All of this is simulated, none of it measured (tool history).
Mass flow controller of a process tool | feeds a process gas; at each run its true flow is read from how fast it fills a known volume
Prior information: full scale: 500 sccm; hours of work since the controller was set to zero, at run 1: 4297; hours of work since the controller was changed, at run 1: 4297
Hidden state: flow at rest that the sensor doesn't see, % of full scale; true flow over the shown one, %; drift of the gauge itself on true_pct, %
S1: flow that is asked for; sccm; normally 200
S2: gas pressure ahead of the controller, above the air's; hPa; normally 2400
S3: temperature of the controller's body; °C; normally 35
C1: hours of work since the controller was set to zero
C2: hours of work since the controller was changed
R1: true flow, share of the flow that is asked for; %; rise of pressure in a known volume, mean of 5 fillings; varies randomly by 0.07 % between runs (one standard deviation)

{"run": 1, "hour": 0.0, "S1": 200, "S2": 2400, "S3": 35, "C1": 4297, "C2": 4297, "R1": 99.73}
{"run": 2, "hour": 203.4, "S1": 200, "S2": 2400, "S3": 23, "C1": 4438, "C2": 4438, "R1": 98.85}
{"run": 3, "hour": 381.2, "S1": 200, "S2": 2400, "S3": 23, "C1": 4562, "C2": 4562, "R1": 98.85}
{"run": 4, "hour": 567.7, "S1": 200, "S2": 2400, "S3": 35, "C1": 4691, "C2": 4691, "R1": 99.9}
{"run": 5, "hour": 745.2, "S1": 200, "S2": 2400, "S3": 35, "C1": 4814, "C2": 4814, "R1": 99.96}
{"run": 6, "hour": 933.7, "S1": 200, "S2": 2400, "S3": 35, "C1": 4945, "C2": 4945, "R1": 99.89}
{"run": 7, "hour": 1104.6, "S1": 200, "S2": 2400, "S3": 35, "C1": 5063, "C2": 5063, "R1": 99.95}
{"run": 8, "hour": 1259.1, "S1": 200, "S2": 2400, "S3": 35, "C1": 5170, "C2": 5170, "R1": 99.99}
{"run": 9, "hour": 1493.2, "S1": 106, "S2": 1720, "S3": 33, "C1": 5333, "C2": 5333, "R1": 97.37}
{"run": 10, "hour": 1603.3, "S1": 106, "S2": 1720, "S3": 33, "C1": 5409, "C2": 5409, "R1": 97.26}
{"hour": 1615.3, "done": "controller's zero set anew"}
{"run": 11, "hour": 1761.6, "S1": 106, "S2": 1720, "S3": 33, "C1": 101, "C2": 5518, "R1": 95.4}
{"run": 12, "hour": 1923.0, "S1": 52, "S2": 1610, "S3": 37, "C1": 213, "C2": 5630, "R1": 90.21}
{"run": 13, "hour": 2163.0, "S1": 270, "S2": 1610, "S3": 23, "C1": 380, "C2": 5797, "R1": 98.8}
{"run": 14, "hour": 2358.3, "S1": 270, "S2": 1610, "S3": 23, "C1": 515, "C2": 5932, "R1": 98.7}
{"run": 15, "hour": 2468.5, "S1": 247, "S2": 2640, "S3": 29, "C1": 592, "C2": 6008, "R1": 99.59}
{"run": 16, "hour": 2617.6, "S1": 247, "S2": 2640, "S3": 29, "C1": 695, "C2": 6112, "R1": 99.62}

For some of the steps in R1 from one run to the next: how much would appear even if the tool had no hidden state, given the settings, what came in and random variation, and how much remains for the hidden state plus any gauge scatter that the measured result and the result without hidden state don't share?
Run 12 -> 13: S1 52 -> 270, S3 37 -> 23. R1 +8.59 %: hidden state +8.25, all else +0.34.

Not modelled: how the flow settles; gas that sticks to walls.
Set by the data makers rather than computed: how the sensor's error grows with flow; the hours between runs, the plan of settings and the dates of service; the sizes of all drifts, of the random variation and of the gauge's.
